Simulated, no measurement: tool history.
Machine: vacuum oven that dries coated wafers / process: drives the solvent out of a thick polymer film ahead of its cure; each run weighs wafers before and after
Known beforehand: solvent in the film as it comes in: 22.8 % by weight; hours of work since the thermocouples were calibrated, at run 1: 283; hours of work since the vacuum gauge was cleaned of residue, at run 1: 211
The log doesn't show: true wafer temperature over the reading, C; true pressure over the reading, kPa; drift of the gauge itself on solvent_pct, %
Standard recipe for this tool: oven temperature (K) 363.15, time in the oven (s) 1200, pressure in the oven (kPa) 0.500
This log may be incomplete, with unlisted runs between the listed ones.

run,hour,oven temperature (K),time in the oven (s),pressure in the oven (kPa),hours of work since the thermocouples were calibrated,hours of work since the vacuum gauge was cleaned of residue,solvent left in the film (%)
1,0.0,363.15,1200,0.500,283,211,1.44
2,57.7,363.15,1200,0.500,307,235,1.46
3,96.2,363.15,1200,0.500,323,250,1.47
4,122.6,376.15,1200,0.500,333,261,0.22
5,157.7,376.15,1200,0.500,348,276,0.20
6,187.6,376.15,660,0.500,360,288,0.77
7,223.0,376.15,660,1.827,374,302,1.15
8,264.5,376.15,660,1.827,391,319,1.19
9,291.5,376.15,660,1.827,402,330,1.16
10,320.7,363.15,1200,0.767,414,342,1.60
11,374.6,363.15,720,0.500,436,364,3.82
12,428.2,375.15,1200,0.500,458,386,0.19
13,459.0,375.15,1200,0.500,471,399,0.22
14,515.0,375.15,1200,0.500,494,422,0.23
15,557.3,357.15,1260,0.707,511,439,3.07
# hour 562.1: oven's thermocouples calibrated
16,613.7,357.15,960,1.784,21,461,5.08
17,655.4,367.15,660,0.375,38,478,2.78
# hour 665.8: oven's thermocouples calibrated, once more
18,693.1,363.15,1860,0.555,11,493,0.57
19,738.5,361.15,2100,0.943,30,512,0.82
20,775.2,361.15,2100,0.943,45,527,0.79
21,818.8,361.15,1920,0.444,63,544,0.70
22,871.0,361.15,1920,0.444,84,566,0.70
23,913.0,363.15,660,1.495,101,583,4.79
24,955.2,362.15,1020,0.279,118,600,2.32

Across each entry between runs, compare the hidden state at the last listed run before it with the hidden state at the first listed run after it:
Run 15 -> run 16: oven's thermocouples calibrated (hour 562.1)
  true wafer temperature over the reading, C: 0.15 -> 0.22; true pressure over the reading, kPa: 0.069 -> 0.072
  what was measured, less what the result would be without the hidden state, solvent left in the film (%): -0.01 -> -0.06
Run 17 -> run 18: oven's thermocouples calibrated, once more (hour 665.8)
  true wafer temperature over the reading, C: 0.24 -> -0.24; true pressure over the reading, kPa: 0.075 -> 0.077
  what was measured, less what the result would be without the hidden state, solvent left in the film (%): -0.05 -> +0.05
